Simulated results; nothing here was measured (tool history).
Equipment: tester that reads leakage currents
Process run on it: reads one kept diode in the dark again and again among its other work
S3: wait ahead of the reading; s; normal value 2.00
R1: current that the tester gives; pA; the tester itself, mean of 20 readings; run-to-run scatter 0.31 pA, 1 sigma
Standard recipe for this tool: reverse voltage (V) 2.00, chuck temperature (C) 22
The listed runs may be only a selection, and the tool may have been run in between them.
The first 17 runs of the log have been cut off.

Run 18, hour 1058.1: usual settings but chuck temperature (C) 39. Result: R1 454.95 pA.
Run 19, hour 1101.2: usual settings but chuck temperature (C) 39. Result: R1 454.81 pA.
Run 20, hour 1150.4: usual settings but chuck temperature (C) 39. Result: R1 452.56 pA.
Run 21, hour 1212.8: usual settings but chuck temperature (C) 39. Result: R1 454.14 pA.
Run 22, hour 1268.5: usual settings but reverse voltage (V) 2.54, S3 2.15 s. Result: R1 109.11 pA.
Run 23, hour 1305.1: usual settings but chuck temperature (C) 51. Result: R1 1195.19 pA.
Run 24, hour 1365.8: usual settings but reverse voltage (V) 11.93, chuck temperature (C) 21. Result: R1 163.16 pA.
Run 25, hour 1428.5: usual settings but reverse voltage (V) 10.04. Result: R1 169.07 pA.
Run 26, hour 1493.1: usual settings but reverse voltage (V) 4.14, chuck temperature (C) 37, S3 0.87 s. Result: R1 484.23 pA.
Run 27, hour 1553.1: usual settings but reverse voltage (V) 4.14, chuck temperature (C) 37, S3 0.87 s. Result: R1 481.92 pA.
Run 28, hour 1597.2: usual settings but reverse voltage (V) 4.14, chuck temperature (C) 37, S3 0.87 s. Result: R1 481.57 pA.
Run 29, hour 1660.4: usual settings but chuck temperature (C) 50, S3 2.79 s. Result: R1 1101.35 pA.
Run 30, hour 1724.9: usual settings but reverse voltage (V) 1.72, chuck temperature (C) 48, S3 8.11 s. Result: R1 899.00 pA.
Run 31, hour 1762.6: usual settings but reverse voltage (V) 2.02, chuck temperature (C) 34, S3 1.65 s. Result: R1 297.70 pA.
Run 32, hour 1814.9: usual settings but reverse voltage (V) 1.36, chuck temperature (C) 43, S3 1.25 s. Result: R1 558.17 pA.
Run 33, hour 1849.1: usual settings but reverse voltage (V) 14.49, chuck temperature (C) 50, S3 2.45 s. Result: R1 2050.35 pA.
Run 34, hour 1929.2: usual settings but reverse voltage (V) 9.32, chuck temperature (C) 48, S3 5.36 s. Result: R1 1525.24 pA.
Run 35, hour 2002.7: usual settings but reverse voltage (V) 9.32, chuck temperature (C) 48, S3 5.36 s. Result: R1 1522.25 pA.
Run 36, hour 2072.6: usual settings but reverse voltage (V) 11.78, chuck temperature (C) 49, S3 2.70 s. Result: R1 1775.07 pA.
Run 37, hour 2111.1: usual settings but reverse voltage (V) 18.00, S3 3.29 s. Result: R1 203.75 pA.
At hour 2145.9: chuck's temperature calibrated.
Run 38, hour 2183.4: usual settings but reverse voltage (V) 11.80, S3 1.47 s. Result: R1 177.98 pA.
Run 39, hour 2226.8: usual settings but reverse voltage (V) 11.80, S3 1.47 s. Result: R1 179.08 pA.

Each row is a separate what-if for the run after 39, all from the same tool condition, not one after another. Results?
Run A, hour 2288.7: usual settings but reverse voltage (V) 3.65, chuck temperature (C) 28, S3 2.93 s. Result: R1 ?.
Run B, hour 2288.7: usual settings but reverse voltage (V) 2.49, chuck temperature (C) 26, S3 0.44 s. Result: R1 ?.
Run C, hour 2288.7: usual settings but reverse voltage (V) 5.11, chuck temperature (C) 37, S3 5.11 s. Result: R1 ?.
Run D, hour 2288.7: usual settings but reverse voltage (V) 1.59, S3 2.17 s. Result: R1 ?.

run      R1
  A  212.54
  B  158.32
  C  514.57
  D   94.67
With no hidden state in the tool, these same runs would have given:
run      R1
  A  212.48
  B  158.28
  C  514.47
  D   94.64
